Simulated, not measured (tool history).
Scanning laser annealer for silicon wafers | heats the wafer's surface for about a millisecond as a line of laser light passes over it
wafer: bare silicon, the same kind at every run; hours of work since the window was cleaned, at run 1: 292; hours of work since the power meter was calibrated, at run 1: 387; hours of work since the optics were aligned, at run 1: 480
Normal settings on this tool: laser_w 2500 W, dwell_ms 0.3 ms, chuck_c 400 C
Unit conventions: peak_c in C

run   hour  laser_w  dwell_ms  chuck_c  hours of work since the window was cleaned  hours of work since the power meter was calibrated  hours of work since the optics were aligned  peak_c
  1      0     2500       0.3      400                                         292                                                 387                                          480    1185
  2      7     2500       0.3      400                                         297                                                 392                                          484    1187
  3   16.1     2500       0.3      400                                         302                                                 397                                          490    1186
  4   23.3     2500       0.3      400                                         307                                                 402                                          494    1181
  5   34.5     2167       0.3      400                                         314                                                 409                                          501    1075
  6   46.4     2167       0.3      400                                         322                                                 417                                          509    1074
  7   55.9     2274       0.3      400                                         328                                                 423                                          515    1109
  8   67.8     2500       0.3      400                                         335                                                 430                                          522    1182
  9   75.9     2500       0.3      400                                         340                                                 435                                          528    1183
 10     86     2500       0.3      400                                         347                                                 442                                          534    1180
 11   93.6     2500       0.3      400                                         351                                                 447                                          539    1183
 12  102.8     2500       0.3      400                                         357                                                 452                                          545    1178
 13  115.8     2500     0.354      400                                         365                                                 461                                          553    1238
 14  131.5     2500     0.354      400                                         375                                                 471                                          563    1238
 15  145.2     2500       0.3      400                                         384                                                 479                                          571    1178
 16  159.3     2500       0.3      400                                         393                                                 488                                          580    1178
 17  171.7     2500       0.3      400                                         401                                                 496                                          588    1176
     174.4  -- window over the wafer cleaned
 18  189.8     2500       0.3      400                                          10                                                 506                                          598    1168
 19  203.4     2500       0.3      400                                          18                                                 515                                          607    1169
 20  216.4     2500       0.3      400                                          27                                                 523                                          615    1164
 21  229.2     2500       0.3      419                                          35                                                 531                                          623    1186
     240.2  -- window over the wafer cleaned, once more
 22  243.5     2597     0.258      400                                           2                                                 539                                          631    1170
 23  256.3     2723     0.307      362                                          10                                                 547                                          639    1235
 24  265.5     2500     0.319      361                                          16                                                 553                                          645    1175
 25  280.4     2231     0.317      410                                          25                                                 562                                          654    1129
 26  296.7     2203     0.317      433                                          36                                                 572                                          665    1146
 27  308.6     2398      0.27      368                                          43                                                 580                                          672    1087
 28  320.8     2130     0.266      372                                          51                                                 588                                          680    1002
 29  334.7     2130     0.266      372                                          60                                                 596                                          689    1002
 30  344.8     2613     0.266      394                                          66                                                 603                                          695    1179
 31  353.3     2613     0.278      394                                          72                                                 608                                          700    1192
 32  367.1     2613     0.278      394                                          80                                                 617                                          709    1191
 33    376     2613     0.278      394                                          86                                                 623                                          715    1189
 34  391.6     2613     0.278      394                                          96                                                 633                                          725    1189
 35  407.6     2500     0.295      400                                         106                                                 643                                          735    1177
 36  420.8     2604     0.326      414                                         114                                                 651                                          743    1265
 37  433.6     2189     0.333      400                                         122                                                 659                                          751    1113
 38  445.9     2189     0.333      400                                         130                                                 667                                          759    1115
 39    462     2189     0.333      400                                         140                                                 677                                          769    1113

Predict the results of run 40:
 40   472     2446     0.253      400                                         147                                                 683                                          776       ?

peak_c: 1110 C
The same run, on a tool lacking any hidden state, would have yielded peak_c 1139 C.

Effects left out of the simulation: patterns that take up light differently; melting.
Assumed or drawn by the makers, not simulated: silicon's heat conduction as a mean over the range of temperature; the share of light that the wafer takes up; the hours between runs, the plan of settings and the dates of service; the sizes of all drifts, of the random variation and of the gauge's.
